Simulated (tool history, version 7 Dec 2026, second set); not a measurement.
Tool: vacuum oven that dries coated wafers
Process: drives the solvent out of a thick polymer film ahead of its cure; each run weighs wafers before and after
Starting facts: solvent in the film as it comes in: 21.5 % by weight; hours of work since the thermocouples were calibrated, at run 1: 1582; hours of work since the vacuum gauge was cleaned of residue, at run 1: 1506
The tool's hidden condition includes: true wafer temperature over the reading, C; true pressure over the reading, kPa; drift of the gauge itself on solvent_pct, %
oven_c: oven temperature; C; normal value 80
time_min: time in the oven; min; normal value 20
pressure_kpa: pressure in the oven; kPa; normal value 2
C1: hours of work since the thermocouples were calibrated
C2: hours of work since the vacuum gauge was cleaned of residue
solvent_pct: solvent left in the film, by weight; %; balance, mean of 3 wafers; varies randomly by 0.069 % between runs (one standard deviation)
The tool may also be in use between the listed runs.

{"run": 1, "day": 0.0, "oven_c": 80, "time_min": 20, "pressure_kpa": 2, "C1": 1582, "C2": 1506, "solvent_pct": 6.23}
{"run": 2, "day": 4.425, "oven_c": 80, "time_min": 14, "pressure_kpa": 2, "C1": 1633, "C2": 1557, "solvent_pct": 8.62}
{"run": 3, "day": 8.917, "oven_c": 80, "time_min": 14, "pressure_kpa": 2, "C1": 1685, "C2": 1608, "solvent_pct": 8.48}
{"day": 11.879, "done": "oven's thermocouples calibrated"}
{"run": 4, "day": 13.629, "oven_c": 80, "time_min": 12, "pressure_kpa": 2, "C1": 20, "C2": 1662, "solvent_pct": 7.66}
{"run": 5, "day": 18.446, "oven_c": 84, "time_min": 20, "pressure_kpa": 2, "C1": 76, "C2": 1717, "solvent_pct": 3.19}
{"run": 6, "day": 22.242, "oven_c": 84, "time_min": 20, "pressure_kpa": 2, "C1": 119, "C2": 1761, "solvent_pct": 3.17}
{"day": 24.179, "done": "vacuum gauge cleaned of residue and calibrated"}
{"run": 7, "day": 26.471, "oven_c": 84, "time_min": 20, "pressure_kpa": 2, "C1": 167, "C2": 26, "solvent_pct": 3.28}
{"run": 8, "day": 28.854, "oven_c": 80, "time_min": 14, "pressure_kpa": 2, "C1": 195, "C2": 54, "solvent_pct": 6.96}
{"run": 9, "day": 31.338, "oven_c": 80, "time_min": 32, "pressure_kpa": 2, "C1": 224, "C2": 82, "solvent_pct": 2.78}
{"run": 10, "day": 33.708, "oven_c": 80, "time_min": 16, "pressure_kpa": 2, "C1": 251, "C2": 110, "solvent_pct": 6.25}
{"run": 11, "day": 36.258, "oven_c": 80, "time_min": 20, "pressure_kpa": 3.06, "C1": 280, "C2": 139, "solvent_pct": 5.42}
{"day": 37.804, "done": "vacuum gauge cleaned of residue and calibrated, once more"}
{"run": 12, "day": 40.696, "oven_c": 80, "time_min": 20, "pressure_kpa": 3.06, "C1": 331, "C2": 33, "solvent_pct": 5.4}
{"run": 13, "day": 43.121, "oven_c": 80, "time_min": 20, "pressure_kpa": 3.06, "C1": 359, "C2": 61, "solvent_pct": 5.42}
{"run": 14, "day": 45.996, "oven_c": 80, "time_min": 20, "pressure_kpa": 3.06, "C1": 392, "C2": 94, "solvent_pct": 5.45}
{"run": 15, "day": 49.571, "oven_c": 80, "time_min": 20, "pressure_kpa": 2, "C1": 433, "C2": 136, "solvent_pct": 4.99}
{"run": 16, "day": 53.358, "oven_c": 80, "time_min": 20, "pressure_kpa": 2, "C1": 477, "C2": 179, "solvent_pct": 4.97}
{"run": 17, "day": 55.688, "oven_c": 66, "time_min": 13, "pressure_kpa": 2.3, "C1": 503, "C2": 206, "solvent_pct": 13.88}
{"run": 18, "day": 57.971, "oven_c": 84, "time_min": 29, "pressure_kpa": 3.38, "C1": 530, "C2": 232, "solvent_pct": 2.52}
{"run": 19, "day": 62.525, "oven_c": 88, "time_min": 29, "pressure_kpa": 3.15, "C1": 582, "C2": 285, "solvent_pct": 1.71}
{"run": 20, "day": 66.312, "oven_c": 72, "time_min": 11, "pressure_kpa": 2, "C1": 626, "C2": 329, "solvent_pct": 12.39}
{"run": 21, "day": 69.508, "oven_c": 80, "time_min": 24, "pressure_kpa": 2, "C1": 663, "C2": 365, "solvent_pct": 4.26}
{"run": 22, "day": 73.471, "oven_c": 85, "time_min": 20, "pressure_kpa": 3.61, "C1": 708, "C2": 411, "solvent_pct": 3.74}
{"run": 23, "day": 77.871, "oven_c": 85, "time_min": 20, "pressure_kpa": 3.61, "C1": 759, "C2": 462, "solvent_pct": 3.78}
{"run": 24, "day": 82.646, "oven_c": 77, "time_min": 16, "pressure_kpa": 3.54, "C1": 814, "C2": 517, "solvent_pct": 8.88}
{"run": 25, "day": 86.379, "oven_c": 80, "time_min": 20, "pressure_kpa": 1.4, "C1": 857, "C2": 560, "solvent_pct": 5.07}
{"run": 26, "day": 90.575, "oven_c": 66, "time_min": 15, "pressure_kpa": 4.52, "C1": 905, "C2": 608, "solvent_pct": 14.83}
{"run": 27, "day": 93.871, "oven_c": 80, "time_min": 33, "pressure_kpa": 1.24, "C1": 943, "C2": 646, "solvent_pct": 2.55}
{"run": 28, "day": 97.283, "oven_c": 68, "time_min": 11, "pressure_kpa": 2.32, "C1": 983, "C2": 685, "solvent_pct": 14.03}
{"run": 29, "day": 101.4, "oven_c": 68, "time_min": 11, "pressure_kpa": 2.32, "C1": 1030, "C2": 733, "solvent_pct": 14.13}
{"run": 30, "day": 106.071, "oven_c": 75, "time_min": 12, "pressure_kpa": 1.13, "C1": 1084, "C2": 787, "solvent_pct": 10.88}
{"run": 31, "day": 109.208, "oven_c": 74, "time_min": 14, "pressure_kpa": 7.92, "C1": 1120, "C2": 823, "solvent_pct": 13.02}
{"run": 32, "day": 113.446, "oven_c": 74, "time_min": 14, "pressure_kpa": 7.92, "C1": 1169, "C2": 872, "solvent_pct": 13.16}

Each row is a separate what-if for the run after 32, all from the same tool condition, not one after another. Results?
{"run": "A", "day": 118.171, "oven_c": 95, "time_min": 30, "pressure_kpa": 1.18, "C1": 1223, "C2": 926, "solvent_pct": "?"}
{"run": "B", "day": 118.171, "oven_c": 72, "time_min": 13, "pressure_kpa": 7.92, "C1": 1223, "C2": 926, "solvent_pct": "?"}
{"run": "C", "day": 118.171, "oven_c": 70, "time_min": 34, "pressure_kpa": 1.37, "C1": 1223, "C2": 926, "solvent_pct": "?"}
{"run": "D", "day": 118.171, "oven_c": 87, "time_min": 14, "pressure_kpa": 7.92, "C1": 1223, "C2": 926, "solvent_pct": "?"}
{"run": "E", "day": 118.171, "oven_c": 74, "time_min": 22, "pressure_kpa": 7.92, "C1": 1223, "C2": 926, "solvent_pct": "?"}

run=A solvent_pct=0.39
run=B solvent_pct=14.58
run=C solvent_pct=7.46
run=D solvent_pct=6.65
run=E solvent_pct=11.43
Without the tool's hidden state the same runs would have given:
run=A solvent_pct=0.29
run=B solvent_pct=13.59
run=C solvent_pct=6.24
run=D solvent_pct=5.62
run=E solvent_pct=10.19
